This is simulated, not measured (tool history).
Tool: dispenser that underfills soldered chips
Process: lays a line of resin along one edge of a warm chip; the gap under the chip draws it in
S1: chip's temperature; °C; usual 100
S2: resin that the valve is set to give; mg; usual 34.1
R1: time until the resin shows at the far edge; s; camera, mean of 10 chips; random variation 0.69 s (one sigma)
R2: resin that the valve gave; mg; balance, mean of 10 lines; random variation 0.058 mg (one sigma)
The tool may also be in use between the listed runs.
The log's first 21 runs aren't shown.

run	hour	S1	S2	R1	R2
# hour 237.6: new syringe of resin
22	245.4	97	34.2	93	33.99
# hour 253.1: new syringe of resin
23	253.5	97	34.2	65.8	34.02
24	264.7	97	34.2	108.5	33.85
# hour 269: new syringe of resin
25	276.2	100	34.1	82.3	33.66
# hour 284.6: new syringe of resin
26	285.5	100	34.1	64.4	33.51
27	291.4	89	34.1	111.6	33.63
# hour 300: new syringe of resin
28	301.2	90	29.1	86.4	28.58
29	307.2	105	34.1	72.7	33.53
# hour 315.3: new syringe of resin
30	316.1	105	34.1	54.6	33.39
31	328.3	114	42.4	74.8	41.41
# hour 331.3: new syringe of resin
32	337.5	100	31.7	78.3	30.81
# hour 346.6: new syringe of resin
33	347.6	100	32.1	64.6	31.14
34	355.7	88	31.6	129.5	30.63
# hour 362.5: new syringe of resin
35	369.5	88	31.6	115.4	30.51

Forecast each of these 4 alternatives for the next run:
# hour 378.2: new syringe of resin
A	378.2	92	30.2	?	?
# hour 378.2: new syringe of resin
B	378.2	100	38.1	?	?
# hour 378.2: new syringe of resin
C	378.2	97	34.4	?	?
# hour 378.2: new syringe of resin
D	378.2	110	32.2	?	?

run	R1	R2
A	76.3	29.12
B	59.4	36.75
C	65.1	33.15
D	46.8	31.05
Without the tool's hidden state the same runs would have given:
run	R1	R2
A	78.3	30.18
B	61.3	38.09
C	67.1	34.36
D	48	32.18
